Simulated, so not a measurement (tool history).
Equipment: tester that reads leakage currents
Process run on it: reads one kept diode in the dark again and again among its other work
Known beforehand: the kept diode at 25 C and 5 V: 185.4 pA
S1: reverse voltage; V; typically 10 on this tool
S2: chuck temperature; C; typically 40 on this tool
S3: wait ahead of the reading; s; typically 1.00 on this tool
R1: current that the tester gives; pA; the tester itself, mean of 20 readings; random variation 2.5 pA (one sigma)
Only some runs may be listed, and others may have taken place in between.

run,hour,S1,S2,S3,R1
1,0.0,10,40,1.00,835.16
2,64.4,10,40,2.98,833.54
3,94.4,10,40,2.98,838.06
4,161.6,10,40,2.98,835.34
5,223.5,10,40,2.98,834.29
# hour 246.5: probe card cleaned and baked
6,295.0,10,40,2.98,835.51
7,343.3,10,36,1.00,620.77
# hour 363.0: chuck's temperature calibrated
8,412.8,10,40,1.45,835.43
9,467.4,10,40,1.00,835.49
10,520.5,10,40,1.00,838.32
11,580.3,10,40,1.00,834.01
12,642.7,10,40,1.00,833.18

The next listed run, before its measurement:
13,673.6,10,40,1.00,?

R1: 837.23 pA
Were there no unlogged condition in the tool, this run, its random variation unchanged, would have produced R1 837.08 pA.
